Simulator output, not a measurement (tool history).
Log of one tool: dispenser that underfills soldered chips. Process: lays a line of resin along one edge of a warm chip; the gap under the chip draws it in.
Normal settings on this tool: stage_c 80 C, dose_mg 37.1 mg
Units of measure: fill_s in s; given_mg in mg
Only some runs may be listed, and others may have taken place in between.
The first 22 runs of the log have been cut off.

run,day,stage_c,dose_mg,fill_s,given_mg
23,3.6,74,32.3,189.7,31.35
24,3.775,72,47.9,233.5,46.39
# day 3.904: new syringe of resin
25,3.938,82,39.2,100.3,37.82
26,4.062,78,41.7,132,40.07
27,4.15,71,46.5,184.4,44.38
28,4.25,71,46.5,206.8,44.69
29,4.388,91,41.5,139.1,39.64
# day 4.533: new syringe of resin
30,4.554,91,41.5,75.9,39.56
31,4.7,91,41.5,91.4,39.55
32,4.888,91,39.3,120.3,37.35
33,4.971,81,45,173.1,42.79
34,5.1,81,36.2,217.4,34.13
# day 5.15: new syringe of resin
35,5.225,76,37.1,131.3,34.97

Alternative continuations, all from the tool just after run 35; predict every row:
A,5.35,90,37.1,?,?
B,5.35,82,37.7,?,?
C,5.35,81,34,?,?
D,5.35,84,41.3,?,?
E,5.35,77,37.1,?,?

run,fill_s,given_mg
A,105.4,35.15
B,128.1,35.45
C,139.1,31.74
D,121.7,38.85
E,151.3,34.92
Stripped of hidden state, with their random variation kept, the same runs would have yielded:
run,fill_s,given_mg
A,77.8,37.38
B,94.5,37.7
C,101.8,33.76
D,90.3,41.32
E,111.5,37.14
